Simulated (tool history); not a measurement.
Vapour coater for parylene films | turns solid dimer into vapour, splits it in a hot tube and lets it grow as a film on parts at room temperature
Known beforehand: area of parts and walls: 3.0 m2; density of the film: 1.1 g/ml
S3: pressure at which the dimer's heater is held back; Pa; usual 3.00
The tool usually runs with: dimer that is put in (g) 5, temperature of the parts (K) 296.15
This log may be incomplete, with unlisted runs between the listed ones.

{"run": 1, "hour": 0.0, "dimer that is put in (g)": 5, "temperature of the parts (K)": 296.15, "S3": 3.0, "thickness of the film (um)": 1.16}
{"run": 2, "hour": 28.1, "dimer that is put in (g)": 5, "temperature of the parts (K)": 298.15, "S3": 3.0, "thickness of the film (um)": 1.1}
{"run": 3, "hour": 56.4, "dimer that is put in (g)": 5, "temperature of the parts (K)": 298.15, "S3": 3.0, "thickness of the film (um)": 1.08}
{"run": 4, "hour": 72.4, "dimer that is put in (g)": 3, "temperature of the parts (K)": 296.15, "S3": 3.0, "thickness of the film (um)": 0.69}
{"run": 5, "hour": 97.7, "dimer that is put in (g)": 5, "temperature of the parts (K)": 296.15, "S3": 3.0, "thickness of the film (um)": 1.12}
{"run": 6, "hour": 124.2, "dimer that is put in (g)": 5, "temperature of the parts (K)": 296.15, "S3": 3.0, "thickness of the film (um)": 1.13}
{"run": 7, "hour": 140.9, "dimer that is put in (g)": 4, "temperature of the parts (K)": 296.15, "S3": 3.0, "thickness of the film (um)": 0.89}
{"run": 8, "hour": 153.2, "dimer that is put in (g)": 4, "temperature of the parts (K)": 296.15, "S3": 3.0, "thickness of the film (um)": 0.9}
{"run": 9, "hour": 174.7, "dimer that is put in (g)": 5, "temperature of the parts (K)": 296.15, "S3": 3.3, "thickness of the film (um)": 1.1}
{"run": 10, "hour": 200.0, "dimer that is put in (g)": 5, "temperature of the parts (K)": 296.15, "S3": 3.3, "thickness of the film (um)": 1.07}
{"run": 11, "hour": 216.7, "dimer that is put in (g)": 5, "temperature of the parts (K)": 296.15, "S3": 3.3, "thickness of the film (um)": 1.09}
{"run": 12, "hour": 228.2, "dimer that is put in (g)": 5, "temperature of the parts (K)": 296.15, "S3": 3.3, "thickness of the film (um)": 1.1}
{"run": 13, "hour": 251.5, "dimer that is put in (g)": 5, "temperature of the parts (K)": 296.15, "S3": 2.82, "thickness of the film (um)": 1.1}
{"run": 14, "hour": 265.4, "dimer that is put in (g)": 5, "temperature of the parts (K)": 296.15, "S3": 2.82, "thickness of the film (um)": 1.09}
{"run": 15, "hour": 284.2, "dimer that is put in (g)": 5, "temperature of the parts (K)": 296.15, "S3": 2.82, "thickness of the film (um)": 1.11}
{"run": 16, "hour": 298.8, "dimer that is put in (g)": 5, "temperature of the parts (K)": 296.15, "S3": 2.82, "thickness of the film (um)": 1.11}
{"run": 17, "hour": 321.8, "dimer that is put in (g)": 2, "temperature of the parts (K)": 296.15, "S3": 2.82, "thickness of the film (um)": 0.42}
{"run": 18, "hour": 348.4, "dimer that is put in (g)": 2, "temperature of the parts (K)": 296.15, "S3": 2.82, "thickness of the film (um)": 0.42}
{"run": 19, "hour": 373.0, "dimer that is put in (g)": 2, "temperature of the parts (K)": 296.15, "S3": 3.32, "thickness of the film (um)": 0.42}
{"run": 20, "hour": 386.2, "dimer that is put in (g)": 2, "temperature of the parts (K)": 296.15, "S3": 3.32, "thickness of the film (um)": 0.42}
{"run": 21, "hour": 412.5, "dimer that is put in (g)": 2, "temperature of the parts (K)": 296.15, "S3": 3.32, "thickness of the film (um)": 0.42}
{"run": 22, "hour": 440.4, "dimer that is put in (g)": 2, "temperature of the parts (K)": 296.15, "S3": 2.27, "thickness of the film (um)": 0.44}
{"run": 23, "hour": 463.5, "dimer that is put in (g)": 2, "temperature of the parts (K)": 296.15, "S3": 2.27, "thickness of the film (um)": 0.43}
{"hour": 466.5, "done": "table's thermometer calibrated"}
{"run": 24, "hour": 479.3, "dimer that is put in (g)": 6, "temperature of the parts (K)": 293.15, "S3": 2.11, "thickness of the film (um)": 1.36}
{"run": 25, "hour": 505.2, "dimer that is put in (g)": 5, "temperature of the parts (K)": 301.15, "S3": 11.13, "thickness of the film (um)": 0.84}
{"run": 26, "hour": 526.5, "dimer that is put in (g)": 5, "temperature of the parts (K)": 301.15, "S3": 11.13, "thickness of the film (um)": 0.82}
{"run": 27, "hour": 542.1, "dimer that is put in (g)": 6, "temperature of the parts (K)": 293.15, "S3": 7.27, "thickness of the film (um)": 1.2}
{"hour": 562.3, "done": "trap's valve overhauled"}
{"hour": 564.7, "done": "table's thermometer calibrated, once more"}
{"run": 28, "hour": 565.2, "dimer that is put in (g)": 6, "temperature of the parts (K)": 293.15, "S3": 7.27, "thickness of the film (um)": 1.42}
{"run": 29, "hour": 582.4, "dimer that is put in (g)": 8, "temperature of the parts (K)": 302.15, "S3": 6.53, "thickness of the film (um)": 1.57}
{"run": 30, "hour": 603.7, "dimer that is put in (g)": 8, "temperature of the parts (K)": 302.15, "S3": 6.53, "thickness of the film (um)": 1.59}
{"run": 31, "hour": 625.7, "dimer that is put in (g)": 4, "temperature of the parts (K)": 293.15, "S3": 2.51, "thickness of the film (um)": 1.04}
{"run": 32, "hour": 640.5, "dimer that is put in (g)": 2, "temperature of the parts (K)": 297.15, "S3": 6.15, "thickness of the film (um)": 0.46}
{"run": 33, "hour": 652.8, "dimer that is put in (g)": 5, "temperature of the parts (K)": 291.15, "S3": 4.87, "thickness of the film (um)": 1.27}
{"run": 34, "hour": 677.8, "dimer that is put in (g)": 7, "temperature of the parts (K)": 291.15, "S3": 6.69, "thickness of the film (um)": 1.72}
{"run": 35, "hour": 697.4, "dimer that is put in (g)": 5, "temperature of the parts (K)": 298.15, "S3": 3.49, "thickness of the film (um)": 1.12}
{"run": 36, "hour": 713.5, "dimer that is put in (g)": 3, "temperature of the parts (K)": 292.15, "S3": 3.49, "thickness of the film (um)": 0.78}
{"run": 37, "hour": 736.0, "dimer that is put in (g)": 4, "temperature of the parts (K)": 298.15, "S3": 10.0, "thickness of the film (um)": 0.8}
{"run": 38, "hour": 756.3, "dimer that is put in (g)": 3, "temperature of the parts (K)": 293.15, "S3": 6.22, "thickness of the film (um)": 0.7}
{"run": 39, "hour": 768.3, "dimer that is put in (g)": 2, "temperature of the parts (K)": 289.15, "S3": 5.83, "thickness of the film (um)": 0.51}
{"run": 40, "hour": 790.1, "dimer that is put in (g)": 5, "temperature of the parts (K)": 289.15, "S3": 2.74, "thickness of the film (um)": 1.33}
{"run": 41, "hour": 809.0, "dimer that is put in (g)": 3, "temperature of the parts (K)": 291.15, "S3": 2.74, "thickness of the film (um)": 0.75}
{"run": 42, "hour": 826.7, "dimer that is put in (g)": 3, "temperature of the parts (K)": 293.15, "S3": 2.53, "thickness of the film (um)": 0.76}
{"run": 43, "hour": 843.1, "dimer that is put in (g)": 5, "temperature of the parts (K)": 289.15, "S3": 9.67, "thickness of the film (um)": 1.22}
{"run": 44, "hour": 871.1, "dimer that is put in (g)": 5, "temperature of the parts (K)": 290.15, "S3": 11.49, "thickness of the film (um)": 1.15}
{"run": 45, "hour": 894.9, "dimer that is put in (g)": 7, "temperature of the parts (K)": 293.15, "S3": 5.04, "thickness of the film (um)": 1.6}
{"run": 46, "hour": 914.8, "dimer that is put in (g)": 2, "temperature of the parts (K)": 306.15, "S3": 7.54, "thickness of the film (um)": 0.33}

Predict each of these 5 candidate next runs independently; none follows another, all start after run 46:
{"run": "A", "hour": 940.2, "dimer that is put in (g)": 5, "temperature of the parts (K)": 301.15, "S3": 4.68, "thickness of the film (um)": "?"}
{"run": "B", "hour": 940.2, "dimer that is put in (g)": 5, "temperature of the parts (K)": 307.15, "S3": 3.0, "thickness of the film (um)": "?"}
{"run": "C", "hour": 940.2, "dimer that is put in (g)": 3, "temperature of the parts (K)": 295.15, "S3": 7.54, "thickness of the film (um)": "?"}
{"run": "D", "hour": 940.2, "dimer that is put in (g)": 3, "temperature of the parts (K)": 306.15, "S3": 7.54, "thickness of the film (um)": "?"}
{"run": "E", "hour": 940.2, "dimer that is put in (g)": 4, "temperature of the parts (K)": 302.15, "S3": 7.54, "thickness of the film (um)": "?"}

run=A thickness_of_the_film_(um)=0.95
run=B thickness_of_the_film_(um)=0.89
run=C thickness_of_the_film_(um)=0.65
run=D thickness_of_the_film_(um)=0.51
run=E thickness_of_the_film_(um)=0.74
Stripped of hidden state, with their random variation kept, the same runs would have yielded:
run=A thickness_of_the_film_(um)=1.03
run=B thickness_of_the_film_(um)=0.96
run=C thickness_of_the_film_(um)=0.69
run=D thickness_of_the_film_(um)=0.55
run=E thickness_of_the_film_(um)=0.80

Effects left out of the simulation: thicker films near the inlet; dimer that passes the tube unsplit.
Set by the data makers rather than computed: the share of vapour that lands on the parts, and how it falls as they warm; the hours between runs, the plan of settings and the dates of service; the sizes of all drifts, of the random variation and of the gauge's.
